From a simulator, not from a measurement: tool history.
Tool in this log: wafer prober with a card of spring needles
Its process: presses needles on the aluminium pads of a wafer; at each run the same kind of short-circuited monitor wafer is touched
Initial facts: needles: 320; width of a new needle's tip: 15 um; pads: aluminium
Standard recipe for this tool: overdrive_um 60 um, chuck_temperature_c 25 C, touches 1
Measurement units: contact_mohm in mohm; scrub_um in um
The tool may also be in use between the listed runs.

Run 1, hour 0.0: usual settings. Result: contact_mohm 262 mohm, scrub_um 9.93 um.
Run 2, hour 16.8: usual settings. Result: contact_mohm 263 mohm, scrub_um 9.92 um.
At hour 18.4: tips cleaned on abrasive film.
At hour 18.7: height of the first contact set anew.
At hour 41.6: tips cleaned on abrasive film.
Run 3, hour 51.6: usual settings but overdrive_um 43 um. Result: contact_mohm 260 mohm, scrub_um 7.10 um.
At hour 65.3: tips cleaned on abrasive film.
Run 4, hour 71.1: usual settings but chuck_temperature_c 29 C. Result: contact_mohm 262 mohm, scrub_um 9.91 um.
At hour 90.3: tips cleaned on abrasive film.
Run 5, hour 91.8: usual settings but chuck_temperature_c 29 C. Result: contact_mohm 261 mohm, scrub_um 9.89 um.
At hour 113.3: tips cleaned on abrasive film.
Run 6, hour 119.9: usual settings but touches 2. Result: contact_mohm 260 mohm, scrub_um 9.90 um.
At hour 137.0: tips cleaned on abrasive film.
Run 7, hour 149.4: usual settings but overdrive_um 43 um. Result: contact_mohm 267 mohm, scrub_um 7.08 um.
At hour 160.3: tips cleaned on abrasive film.
Run 8, hour 164.9: usual settings. Result: contact_mohm 257 mohm, scrub_um 9.90 um.
At hour 183.2: tips cleaned on abrasive film.
Run 9, hour 183.3: usual settings. Result: contact_mohm 261 mohm, scrub_um 9.89 um.
Run 10, hour 200.3: usual settings but overdrive_um 56 um. Result: contact_mohm 261 mohm, scrub_um 9.22 um.
At hour 208.0: tips cleaned on abrasive film.
Run 11, hour 215.5: usual settings. Result: contact_mohm 260 mohm, scrub_um 9.89 um.
At hour 231.2: tips cleaned on abrasive film.
Run 12, hour 236.5: usual settings but chuck_temperature_c 49 C. Result: contact_mohm 269 mohm, scrub_um 9.87 um.
At hour 256.4: tips cleaned on abrasive film.
Run 13, hour 265.7: usual settings but overdrive_um 53 um, chuck_temperature_c 30 C. Result: contact_mohm 262 mohm, scrub_um 8.72 um.
At hour 280.0: tips cleaned on abrasive film.
Run 14, hour 292.3: usual settings but overdrive_um 41 um. Result: contact_mohm 261 mohm, scrub_um 6.72 um.
At hour 304.5: tips cleaned on abrasive film.
Run 15, hour 326.1: usual settings but overdrive_um 59 um, chuck_temperature_c 34 C, touches 2. Result: contact_mohm 268 mohm, scrub_um 9.69 um.

What will run 16 give?
At hour 327.8: tips cleaned on abrasive film.
At hour 352.6: tips cleaned on abrasive film.
Run 16, hour 353.3: usual settings but overdrive_um 59 um, chuck_temperature_c 34 C, touches 2. Result: contact_mohm ?, scrub_um ?.

Run 16 came out at contact_mohm 263 mohm, scrub_um 9.70 um.
The same run, on a tool lacking any hidden state, would have yielded contact_mohm 263 mohm, scrub_um 9.79 um.
